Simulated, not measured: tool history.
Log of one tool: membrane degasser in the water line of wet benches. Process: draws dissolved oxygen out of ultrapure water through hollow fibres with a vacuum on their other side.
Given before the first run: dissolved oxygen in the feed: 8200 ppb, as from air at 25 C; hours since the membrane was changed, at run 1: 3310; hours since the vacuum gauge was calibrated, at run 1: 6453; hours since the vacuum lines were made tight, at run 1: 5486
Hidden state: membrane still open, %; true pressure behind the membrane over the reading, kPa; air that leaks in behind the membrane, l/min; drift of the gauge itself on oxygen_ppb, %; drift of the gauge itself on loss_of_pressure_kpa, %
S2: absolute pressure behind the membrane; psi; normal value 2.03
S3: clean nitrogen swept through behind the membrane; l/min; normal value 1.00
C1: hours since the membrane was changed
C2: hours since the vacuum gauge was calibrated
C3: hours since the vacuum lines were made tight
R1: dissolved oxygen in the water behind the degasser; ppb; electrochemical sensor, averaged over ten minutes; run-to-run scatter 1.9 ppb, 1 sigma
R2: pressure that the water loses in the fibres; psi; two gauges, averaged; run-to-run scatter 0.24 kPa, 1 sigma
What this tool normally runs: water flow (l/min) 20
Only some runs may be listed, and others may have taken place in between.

Run 1, hour 0.0: usual settings; C1 3310; C2 6453; C3 5486. Result: R1 478.8 ppb, R2 9.061 psi.
Run 2, hour 146.1: usual settings; C1 3456; C2 6599; C3 5632. Result: R1 480.7 ppb, R2 9.031 psi.
Run 3, hour 302.3: usual settings; C1 3612; C2 6755; C3 5788. Result: R1 478.7 ppb, R2 9.074 psi.
Run 4, hour 394.3: usual settings; C1 3704; C2 6847; C3 5880. Result: R1 483.6 ppb, R2 8.997 psi.
Run 5, hour 561.7: usual settings but S2 1.99 psi; C1 3871; C2 7015; C3 6047. Result: R1 466.7 ppb, R2 9.023 psi.
Run 6, hour 740.5: usual settings but S3 0.51 l/min; C1 4050; C2 7193; C3 6226. Result: R1 808.3 ppb, R2 9.072 psi.
Run 7, hour 837.3: usual settings but S3 0.51 l/min; C1 4147; C2 7290; C3 6323. Result: R1 815.4 ppb, R2 9.056 psi.
Run 8, hour 968.6: usual settings but S3 0.51 l/min; C1 4278; C2 7422; C3 6454. Result: R1 808.8 ppb, R2 9.078 psi.
Run 9, hour 1117.0: usual settings but S3 0.41 l/min; C1 4427; C2 7570; C3 6603. Result: R1 949.0 ppb, R2 9.107 psi.
Run 10, hour 1193.2: usual settings but S3 0.41 l/min; C1 4503; C2 7646; C3 6679. Result: R1 946.0 ppb, R2 9.153 psi.
At hour 1268.3: vacuum gauge calibrated.
Run 11, hour 1269.5: usual settings but S3 0.41 l/min; C1 4579; C2 1; C3 6755. Result: R1 958.7 ppb, R2 9.149 psi.
Run 12, hour 1450.8: usual settings but S3 0.41 l/min; C1 4760; C2 183; C3 6936. Result: R1 951.1 ppb, R2 9.101 psi.
Run 13, hour 1583.7: usual settings but S3 0.41 l/min; C1 4893; C2 315; C3 7069. Result: R1 945.0 ppb, R2 9.145 psi.
Run 14, hour 1748.9: usual settings but S3 0.41 l/min; C1 5058; C2 481; C3 7234. Result: R1 949.3 ppb, R2 9.166 psi.
At hour 1825.0: vacuum gauge calibrated, once more.
Run 15, hour 1854.3: usual settings but S3 0.41 l/min; C1 5163; C2 29; C3 7339. Result: R1 932.1 ppb, R2 9.145 psi.
Run 16, hour 1980.0: usual settings but S2 3.47 psi, S3 1.95 l/min; C1 5289; C2 155; C3 7465. Result: R1 494.0 ppb, R2 9.206 psi.
Run 17, hour 2085.6: usual settings but water flow (l/min) 13, S2 1.29 psi, S3 0.84 l/min; C1 5394; C2 261; C3 7570. Result: R1 203.9 ppb, R2 5.920 psi.
Run 18, hour 2225.5: usual settings but water flow (l/min) 18, S2 1.45 psi, S3 0.84 l/min; C1 5534; C2 401; C3 7710. Result: R1 324.2 ppb, R2 8.225 psi.
Run 19, hour 2373.8: usual settings but water flow (l/min) 18, S2 1.45 psi, S3 0.84 l/min; C1 5682; C2 549; C3 7859. Result: R1 325.1 ppb, R2 8.274 psi.
Run 20, hour 2527.1: usual settings but water flow (l/min) 18, S2 3.52 psi, S3 2.13 l/min; C1 5836; C2 702; C3 8012. Result: R1 423.1 ppb, R2 8.250 psi.
At hour 2631.3: seals of the vacuum lines changed.
Run 21, hour 2658.3: usual settings but water flow (l/min) 18, S2 1.35 psi, S3 2.13 l/min; C1 5965; C2 831; C3 27. Result: R1 131.6 ppb, R2 8.263 psi.
Run 22, hour 2751.8: usual settings but water flow (l/min) 18, S2 1.35 psi, S3 2.13 l/min; C1 6058; C2 925; C3 120. Result: R1 131.4 ppb, R2 8.306 psi.
Run 23, hour 2844.2: usual settings but water flow (l/min) 18, S2 1.35 psi, S3 2.13 l/min; C1 6151; C2 1017; C3 213. Result: R1 132.1 ppb, R2 8.240 psi.
Run 24, hour 2937.3: usual settings but water flow (l/min) 24, S2 3.45 psi; C1 6244; C2 1110; C3 306. Result: R1 996.3 ppb, R2 11.121 psi.
Run 25, hour 3080.9: usual settings but water flow (l/min) 24, S2 1.45 psi, S3 1.02 l/min; C1 6388; C2 1254; C3 450. Result: R1 370.2 ppb, R2 10.987 psi.
Run 26, hour 3185.5: usual settings but water flow (l/min) 27, S2 1.45 psi, S3 1.12 l/min; C1 6492; C2 1358; C3 554. Result: R1 393.0 ppb, R2 12.486 psi.
Run 27, hour 3292.3: usual settings but S3 0.66 l/min; C1 6599; C2 1465; C3 661. Result: R1 662.3 ppb, R2 9.264 psi.
Run 28, hour 3405.9: usual settings but water flow (l/min) 14, S2 4.03 psi, S3 0.50 l/min; C1 6713; C2 1579; C3 775. Result: R1 1285.2 ppb, R2 6.463 psi.
Run 29, hour 3497.5: usual settings but water flow (l/min) 12, S2 3.92 psi, S3 1.02 l/min; C1 6804; C2 1670; C3 866. Result: R1 616.3 ppb, R2 5.517 psi.

Predict each of these 4 candidate next runs independently; none follows another, all start after run 29:
Run A, hour 3669.7: usual settings but water flow (l/min) 26, S2 3.92 psi, S3 1.02 l/min; C1 6976; C2 1843; C3 1038. Result: R1 ?, R2 ?.
Run B, hour 3669.7: usual settings but water flow (l/min) 25, S2 2.76 psi, S3 0.65 l/min; C1 6976; C2 1843; C3 1038. Result: R1 ?, R2 ?.
Run C, hour 3669.7: usual settings but water flow (l/min) 26, S3 1.56 l/min; C1 6976; C2 1843; C3 1038. Result: R1 ?, R2 ?.
Run D, hour 3669.7: usual settings but water flow (l/min) 12, S2 3.92 psi, S3 0.65 l/min; C1 6976; C2 1843; C3 1038. Result: R1 ?, R2 ?.

run      R1      R2
  A  1196.6  12.096
  B  1126.3  11.561
  C   436.3  12.003
  D   899.0   5.555
Had the tool no hidden state, the same runs would have come out as:
run      R1      R2
  A  1184.6  11.522
  B  1115.3  11.011
  C   424.3  11.432
  D   892.1   5.291
